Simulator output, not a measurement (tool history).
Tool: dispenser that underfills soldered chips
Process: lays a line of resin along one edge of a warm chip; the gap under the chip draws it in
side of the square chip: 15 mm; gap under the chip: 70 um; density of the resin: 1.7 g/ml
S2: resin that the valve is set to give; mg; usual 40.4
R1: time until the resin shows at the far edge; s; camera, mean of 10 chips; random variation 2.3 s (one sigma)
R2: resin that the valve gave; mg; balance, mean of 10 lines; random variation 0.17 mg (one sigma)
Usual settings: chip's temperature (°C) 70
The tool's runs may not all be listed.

run 1 hour=0 | chip's_temperature_(°C)=70 S2=40.4 | R1=319.4 R2=40.26
run 2 hour=2.5 | chip's_temperature_(°C)=70 S2=40.4 | R1=354.2 R2=40.5
-- hour=3.9 new syringe of resin
run 3 hour=6 | chip's_temperature_(°C)=70 S2=40.4 | R1=254.1 R2=40.44
run 4 hour=9.6 | chip's_temperature_(°C)=70 S2=40.4 | R1=302.2 R2=40.04
run 5 hour=11.9 | chip's_temperature_(°C)=67 S2=40.4 | R1=371.9 R2=40.1
-- hour=15.1 new syringe of resin
run 6 hour=15.5 | chip's_temperature_(°C)=78 S2=35.5 | R1=190.3 R2=35.16
run 7 hour=17.9 | chip's_temperature_(°C)=77 S2=37.8 | R1=219.3 R2=37.49
run 8 hour=20 | chip's_temperature_(°C)=77 S2=37.8 | R1=241.9 R2=37.24
run 9 hour=22.6 | chip's_temperature_(°C)=77 S2=37.8 | R1=272.2 R2=37.45
-- hour=26.3 new syringe of resin
run 10 hour=26.3 | chip's_temperature_(°C)=74 S2=39.9 | R1=214.1 R2=39.32

Forecast each of these 3 alternatives for the next run:
run A hour=31.2 | chip's_temperature_(°C)=79 S2=46.2 | R1=? R2=?
run B hour=31.2 | chip's_temperature_(°C)=64 S2=42.2 | R1=? R2=?
run C hour=31.2 | chip's_temperature_(°C)=85 S2=46.7 | R1=? R2=?

run=A R1=220.6 R2=45.6
run=B R1=356.6 R2=41.42
run=C R1=187.7 R2=45.78
Without the tool's hidden state the same runs would have given:
run=A R1=173.7 R2=46.38
run=B R1=280.3 R2=42.13
run=C R1=147.8 R2=46.56
